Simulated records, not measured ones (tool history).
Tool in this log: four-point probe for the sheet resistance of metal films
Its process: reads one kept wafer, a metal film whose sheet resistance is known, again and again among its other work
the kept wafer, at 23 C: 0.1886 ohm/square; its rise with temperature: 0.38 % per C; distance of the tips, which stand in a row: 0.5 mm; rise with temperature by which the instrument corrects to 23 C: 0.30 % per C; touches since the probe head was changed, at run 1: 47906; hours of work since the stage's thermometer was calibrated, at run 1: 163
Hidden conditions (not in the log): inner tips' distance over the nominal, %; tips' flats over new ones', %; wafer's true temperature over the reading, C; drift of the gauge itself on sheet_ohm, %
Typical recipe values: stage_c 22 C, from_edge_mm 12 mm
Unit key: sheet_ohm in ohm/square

run	day	stage_c	from_edge_mm	touches since the probe head was changed	hours of work since the stage's thermometer was calibrated	sheet_ohm
1	0.000	22	12	47906	163	0.188256
2	2.342	22	12	50647	193	0.188210
3	5.271	22	12	54075	231	0.188173
4	7.367	22	12	56528	259	0.188151
5	9.688	22	12	59242	289	0.188087
6	11.800	22	12	61714	316	0.187959
7	13.583	22	12	63800	340	0.187990
8	16.254	22	12	66923	374	0.187958
9	17.692	22	12	68607	393	0.187830
10	20.154	22	12	71487	425	0.187796
11	21.879	22	12	73506	448	0.187779
12	23.688	22	12	75624	471	0.187790
13	26.038	22	12	78375	502	0.187685
14	28.042	30	39	80717	528	0.188673
15	29.371	30	39	82272	545	0.188689
16	31.962	23	7	85307	579	0.187991
17	33.350	19	18	86930	597	0.186946
18	35.592	24	4	89553	626	0.189150
19	37.871	24	4	92219	656	0.189111
20	39.950	24	3	94654	683	0.190337

For run 21, what comes out?
21	42.533	26	4	97675	716	?

sheet_ohm: 0.189339 ohm/square
The same run, on a tool lacking any hidden state, would have yielded sheet_ohm 0.190660 ohm/square.

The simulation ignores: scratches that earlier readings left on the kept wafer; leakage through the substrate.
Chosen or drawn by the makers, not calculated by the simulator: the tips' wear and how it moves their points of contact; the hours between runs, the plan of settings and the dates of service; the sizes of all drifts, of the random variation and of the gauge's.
